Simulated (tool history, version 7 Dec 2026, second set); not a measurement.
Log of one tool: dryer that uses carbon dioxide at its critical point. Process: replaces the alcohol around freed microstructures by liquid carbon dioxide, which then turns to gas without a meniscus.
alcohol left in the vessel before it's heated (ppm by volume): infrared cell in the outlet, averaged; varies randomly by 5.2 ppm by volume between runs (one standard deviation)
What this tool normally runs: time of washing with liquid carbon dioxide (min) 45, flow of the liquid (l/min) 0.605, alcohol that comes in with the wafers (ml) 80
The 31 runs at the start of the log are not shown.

run   hour  time of washing with liquid carbon dioxide (min)  flow of the liquid (l/min)  alcohol that comes in with the wafers (ml)  alcohol left in the vessel before it's heated (ppm by volume)
 32  198.3                                                49                       0.799                                          40                                                             36
 33  203.1                                                28                       0.697                                          41                                                            260
 34  209.4                                                28                       0.576                                          35                                                            426
 35  215.6                                                28                       0.576                                          35                                                            440
 36  219.3                                                28                       0.660                                          29                                                            240
 37  224.6                                                28                       0.383                                          43                                                           1407
 38  229.4                                                45                       0.388                                          32                                                            312
 39  233.3                                                45                       0.388                                          32                                                            326
 40  237.9                                                45                       0.388                                          32                                                            324
 41  246.9                                                45                       0.388                                          32                                                            331
 42  253.4                                                42                       0.663                                          97                                                            164
 43  257.5                                                33                       0.605                                          80                                                            493
 44  263.9                                                33                       0.605                                          80                                                            485
 45  271.3                                                28                       0.815                                          36                                                            155
 46  279.7                                                28                       0.815                                          36                                                            154

Consider 5 possible next runs. They are alternatives, not a sequence: every one starts from the tool as it was left by run 46. What does each give?
  A  283.8                                                35                       0.601                                          33                                                              ?
  B  283.8                                                32                       0.583                                          81                                                              ?
  C  283.8                                                41                       0.480                                         107                                                              ?
  D  283.8                                                60                       0.523                                          38                                                              ?
  E  283.8                                                28                       0.571                                          36                                                              ?

run  alcohol left in the vessel before it's heated (ppm by volume)
  A                                                            189
  B                                                            649
  C                                                            703
  D                                                             50
  E                                                            487
Had the tool no hidden state, the same runs would have come out as:
run  alcohol left in the vessel before it's heated (ppm by volume)
  A                                                            132
  B                                                            510
  C                                                            548
  D                                                             17
  E                                                            388
